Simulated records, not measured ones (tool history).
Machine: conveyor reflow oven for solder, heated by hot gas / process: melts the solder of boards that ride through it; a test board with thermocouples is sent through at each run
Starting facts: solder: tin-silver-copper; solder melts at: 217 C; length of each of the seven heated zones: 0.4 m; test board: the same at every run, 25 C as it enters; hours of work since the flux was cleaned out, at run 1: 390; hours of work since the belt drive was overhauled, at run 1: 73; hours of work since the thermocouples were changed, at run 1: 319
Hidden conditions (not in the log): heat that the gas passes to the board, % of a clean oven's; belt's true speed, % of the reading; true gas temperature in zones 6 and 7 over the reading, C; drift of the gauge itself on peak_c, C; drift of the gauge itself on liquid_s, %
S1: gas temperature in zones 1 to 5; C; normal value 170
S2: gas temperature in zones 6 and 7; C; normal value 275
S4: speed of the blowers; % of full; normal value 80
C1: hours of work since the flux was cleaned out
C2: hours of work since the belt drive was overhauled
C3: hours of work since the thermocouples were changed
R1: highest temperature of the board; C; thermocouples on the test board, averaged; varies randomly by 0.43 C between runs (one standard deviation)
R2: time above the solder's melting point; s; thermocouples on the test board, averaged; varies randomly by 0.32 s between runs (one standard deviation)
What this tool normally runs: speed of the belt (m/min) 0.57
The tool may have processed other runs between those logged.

Run 1, hour 0: usual settings; C1 390; C2 73; C3 319. Result: R1 260 C, R2 68.1 s.
Run 2, hour 48.3: usual settings; C1 413; C2 97; C3 343. Result: R1 260.1 C, R2 67.5 s.
Run 3, hour 77.6: usual settings; C1 428; C2 111; C3 357. Result: R1 261.3 C, R2 67.8 s.
Run 4, hour 112.6: usual settings but S1 165 C; C1 445; C2 128; C3 374. Result: R1 260.4 C, R2 66.1 s.
At hour 127.3: flux residue cleaned out of gas plates and filters.
Run 5, hour 144.5: usual settings but S1 165 C; C1 8; C2 142; C3 388. Result: R1 260.9 C, R2 65.8 s.
Run 6, hour 173.2: usual settings but S1 165 C; C1 22; C2 156; C3 402. Result: R1 260.5 C, R2 65.9 s.
Run 7, hour 218.8: usual settings but S1 165 C; C1 45; C2 178; C3 424. Result: R1 261 C, R2 66.3 s.
Run 8, hour 259: usual settings but S1 165 C; C1 64; C2 198; C3 444. Result: R1 259.8 C, R2 65.5 s.
Run 9, hour 293: usual settings but S1 165 C; C1 81; C2 214; C3 460. Result: R1 259.2 C, R2 65.6 s.
Run 10, hour 339.5: usual settings but S4 79 % of full; C1 104; C2 237; C3 483. Result: R1 260.2 C, R2 67.7 s.
Run 11, hour 383.6: usual settings but S2 276 C, S4 78 % of full; C1 125; C2 259; C3 505. Result: R1 260.7 C, R2 68.6 s.
Run 12, hour 416.2: usual settings but S1 161 C, S2 276 C, speed of the belt (m/min) 0.601, S4 78 % of full; C1 141; C2 275; C3 521. Result: R1 257.5 C, R2 59.3 s.
Run 13, hour 465.1: usual settings but speed of the belt (m/min) 0.664; C1 165; C2 298; C3 545. Result: R1 256.5 C, R2 54.1 s.
Run 14, hour 503.9: usual settings but speed of the belt (m/min) 0.664; C1 184; C2 317; C3 564. Result: R1 256.4 C, R2 54.5 s.
Run 15, hour 544.5: usual settings but S1 172 C, S2 277 C, speed of the belt (m/min) 0.664; C1 204; C2 337; C3 583. Result: R1 257.6 C, R2 56.5 s.
Run 16, hour 574.9: usual settings but S2 277 C, speed of the belt (m/min) 0.544, S4 51 % of full; C1 219; C2 352; C3 598. Result: R1 254.9 C, R2 64.7 s.
Run 17, hour 612.1: usual settings but S1 176 C; C1 237; C2 370; C3 616. Result: R1 261.8 C, R2 70.8 s.
Run 18, hour 664.1: usual settings but S2 270 C, speed of the belt (m/min) 0.67, S4 62 % of full; C1 263; C2 396; C3 642. Result: R1 244.9 C, R2 44.7 s.
Run 19, hour 696.6: usual settings but S2 270 C, speed of the belt (m/min) 0.67, S4 62 % of full; C1 279; C2 412; C3 658. Result: R1 245.2 C, R2 44.4 s.
Run 20, hour 734.9: usual settings but S1 175 C, S2 270 C, speed of the belt (m/min) 0.668, S4 54 % of full; C1 297; C2 431; C3 677. Result: R1 242.6 C, R2 43.6 s.

Describe how what the log doesn't record of the tool's condition differs between the last listed run preceding each entry between runs and the first listed run following it.
In the gap between runs 4 and 5: flux residue cleaned out of gas plates and filters (hour 127.3)
  heat that the gas passes to the board, % of a clean oven's: 99.4 -> 100
